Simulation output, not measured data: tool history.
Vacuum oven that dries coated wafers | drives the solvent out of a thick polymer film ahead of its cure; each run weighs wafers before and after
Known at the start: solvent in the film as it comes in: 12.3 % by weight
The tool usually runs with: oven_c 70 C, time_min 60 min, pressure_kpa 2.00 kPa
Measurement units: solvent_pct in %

run,day,oven_c,time_min,pressure_kpa,solvent_pct
1,0.000,70,60,2.00,1.04
2,1.946,70,60,2.00,1.07
3,4.167,70,60,2.00,1.09
4,5.367,70,60,2.00,1.05
5,6.292,70,32,2.00,2.49
6,7.283,70,32,2.00,2.52
7,8.275,70,32,2.00,2.52
8,9.429,70,32,2.00,2.56
9,11.567,70,32,2.00,2.53
10,13.267,70,32,2.00,2.56
11,15.458,70,60,2.00,1.12
12,16.675,70,60,2.00,1.07
13,18.883,70,60,1.63,1.01
14,20.021,70,60,1.63,0.99
15,21.838,70,60,1.63,1.03
# day 22.588: oven's thermocouples calibrated
16,23.512,70,60,2.00,1.02
17,25.100,70,34,2.00,2.29
18,27.279,70,34,2.00,2.31
# day 27.542: vacuum gauge cleaned of residue and calibrated
19,28.679,70,107,2.00,0.66
20,29.600,70,107,2.00,0.70
21,30.508,67,86,1.15,0.67
22,31.879,67,86,1.15,0.69
# day 33.708: vacuum gauge cleaned of residue and calibrated, once more
23,33.983,67,70,1.15,0.76
24,35.983,58,47,3.66,3.81
25,38.092,58,47,3.66,3.86
26,39.596,58,47,3.66,3.83
27,40.675,58,47,3.66,3.83

What does the tool deliver on the next run?
28,42.700,75,86,2.00,?

solvent_pct: 0.47 %
With the hidden condition absent and the run-to-run variation left alone, this run would have shown solvent_pct 0.44 %.
